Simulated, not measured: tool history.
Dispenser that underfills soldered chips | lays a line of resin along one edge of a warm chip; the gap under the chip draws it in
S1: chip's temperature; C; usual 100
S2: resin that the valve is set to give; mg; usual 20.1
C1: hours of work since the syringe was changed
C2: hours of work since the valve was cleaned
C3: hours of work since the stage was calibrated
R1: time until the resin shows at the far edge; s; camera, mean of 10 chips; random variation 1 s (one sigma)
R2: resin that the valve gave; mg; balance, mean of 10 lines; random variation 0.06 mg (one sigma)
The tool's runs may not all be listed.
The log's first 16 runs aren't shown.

| run | hour | S1 | S2 | C1 | C2 | C3 | R1 | R2 |
|---|---|---|---|---|---|---|---|---|
|  | 143.0 | new syringe of resin |
| 17 | 150.1 | 100 | 20.1 | 5 | 26 | 96 | 122.0 | 19.90 |
|  | 153.1 | new syringe of resin |
| 18 | 160.6 | 100 | 20.9 | 6 | 33 | 104 | 126.3 | 20.53 |
|  | 162.9 | new syringe of resin |
| 19 | 170.1 | 100 | 20.9 | 5 | 40 | 110 | 123.2 | 20.58 |
|  | 172.4 | new syringe of resin |
| 20 | 180.2 | 100 | 20.9 | 6 | 47 | 118 | 125.2 | 20.59 |
|  | 182.1 | new syringe of resin |
| 21 | 186.2 | 103 | 22.7 | 3 | 52 | 122 | 102.4 | 22.39 |
|  | 192.0 | new syringe of resin |
| 22 | 199.4 | 111 | 18.7 | 5 | 61 | 131 | 91.3 | 18.21 |
|  | 202.1 | new syringe of resin |
| 23 | 207.1 | 92 | 22.8 | 4 | 67 | 137 | 140.7 | 22.30 |
|  | 212.3 | new syringe of resin |
|  | 219.5 | dispensing valve cleaned and set on the balance |
| 24 | 220.8 | 100 | 18.7 | 6 | 1 | 146 | 120.5 | 18.72 |
|  | 223.3 | new syringe of resin |
| 25 | 231.8 | 92 | 19.6 | 6 | 9 | 154 | 156.2 | 19.61 |
|  | 233.2 | new syringe of resin |
| 26 | 240.4 | 92 | 19.6 | 5 | 15 | 160 | 150.7 | 19.43 |
|  | 242.6 | new syringe of resin |
| 27 | 246.7 | 92 | 19.6 | 3 | 20 | 165 | 135.3 | 19.44 |
|  | 251.8 | new syringe of resin |
| 28 | 256.2 | 111 | 25.5 | 3 | 26 | 172 | 78.8 | 25.39 |
|  | 261.8 | new syringe of resin |
| 29 | 264.0 | 111 | 25.5 | 2 | 32 | 177 | 72.9 | 25.32 |
|  | 271.5 | new syringe of resin |
| 30 | 276.8 | 109 | 19.0 | 4 | 41 | 186 | 87.1 | 18.81 |
|  | 280.8 | new syringe of resin |
| 31 | 284.8 | 109 | 19.0 | 3 | 47 | 192 | 84.2 | 18.68 |
|  | 290.4 | new syringe of resin |
| 32 | 297.9 | 87 | 22.1 | 6 | 57 | 202 | 180.5 | 21.64 |
|  | 299.9 | new syringe of resin |
|  | 309.3 | new syringe of resin |
| 33 | 309.6 | 87 | 22.1 | 0 | 65 | 210 | 142.2 | 21.63 |

Forecast each of these 3 alternatives for the next run:
|  | 319.2 | new syringe of resin |
| A | 321.9 | 104 | 17.2 | 2 | 74 | 219 | ? | ? |
|  | 319.2 | new syringe of resin |
| B | 321.9 | 86 | 26.0 | 2 | 74 | 219 | ? | ? |
|  | 319.2 | new syringe of resin |
| C | 321.9 | 115 | 20.5 | 2 | 74 | 219 | ? | ? |

| run | R1 | R2 |
|---|---|---|
| A | 94.0 | 16.85 |
| B | 153.7 | 25.31 |
| C | 68.3 | 19.99 |
Without the tool's hidden state the same runs would have given:
| run | R1 | R2 |
|---|---|---|
| A | 88.9 | 17.28 |
| B | 146.9 | 25.95 |
| C | 64.6 | 20.50 |

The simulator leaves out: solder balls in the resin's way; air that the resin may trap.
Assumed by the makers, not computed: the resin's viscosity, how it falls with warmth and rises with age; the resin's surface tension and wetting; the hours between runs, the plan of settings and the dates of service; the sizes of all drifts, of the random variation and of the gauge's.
